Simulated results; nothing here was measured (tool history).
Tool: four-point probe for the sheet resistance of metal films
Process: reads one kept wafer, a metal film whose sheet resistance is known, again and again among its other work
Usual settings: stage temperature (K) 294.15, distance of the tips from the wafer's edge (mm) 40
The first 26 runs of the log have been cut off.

run    hour  stage temperature (K)  distance of the tips from the wafer's edge (mm)  sheet resistance as the instrument gives it (ohm/square)
 27  1651.7                 294.15                                               46                                                   0.93445
 28  1703.7                 294.15                                               46                                                  0.934742
     1734.9  -- stage's thermometer calibrated
 29  1746.2                 302.15                                               13                                                  0.938105
 30  1787.6                 292.15                                               16                                                  0.938459
 31  1834.3                 302.15                                               10                                                  0.938903
 32  1874.7                 296.15                                                6                                                  0.943018
 33  1934.2                 302.15                                                4                                                  0.949474
 34  1982.6                 302.15                                                4                                                  0.949722
 35  2047.4                 301.15                                               10                                                  0.939745
     2059.7  -- new probe head fitted
 36  2133.3                 303.15                                                8                                                  0.935215
 37  2195.9                 295.15                                               15                                                  0.933119
 38  2267.4                 295.15                                               66                                                  0.932716
 39  2313.8                 294.15                                               40                                                  0.933154
 40  2403.1                 292.15                                               17                                                  0.934028
 41  2482.3                 292.15                                               17                                                  0.934233
 42  2540.3                 293.15                                                4                                                  0.945869
 43  2603.7                 291.15                                                6                                                  0.939218
 44  2658.1                 296.15                                               28                                                  0.933873

Here are 5 independent what-if runs from the current tool condition. What would each one return?
  A  2702.8                 307.15                                                9                                                         ?
  B  2702.8                 295.15                                                7                                                         ?
  C  2702.8                 297.15                                               28                                                         ?
  D  2702.8                 307.15                                               61                                                         ?
  E  2702.8                 294.15                                               19                                                         ?

run  sheet resistance as the instrument gives it (ohm/square)
  A                                                  0.935288
  B                                                  0.937591
  C                                                  0.933746
  D                                                  0.932811
  E                                                  0.934313
What these runs would have given with no unlogged condition in the tool:
run  sheet resistance as the instrument gives it (ohm/square)
  A                                                  0.936287
  B                                                  0.938624
  C                                                  0.934769
  D                                                  0.933807
  E                                                  0.935345

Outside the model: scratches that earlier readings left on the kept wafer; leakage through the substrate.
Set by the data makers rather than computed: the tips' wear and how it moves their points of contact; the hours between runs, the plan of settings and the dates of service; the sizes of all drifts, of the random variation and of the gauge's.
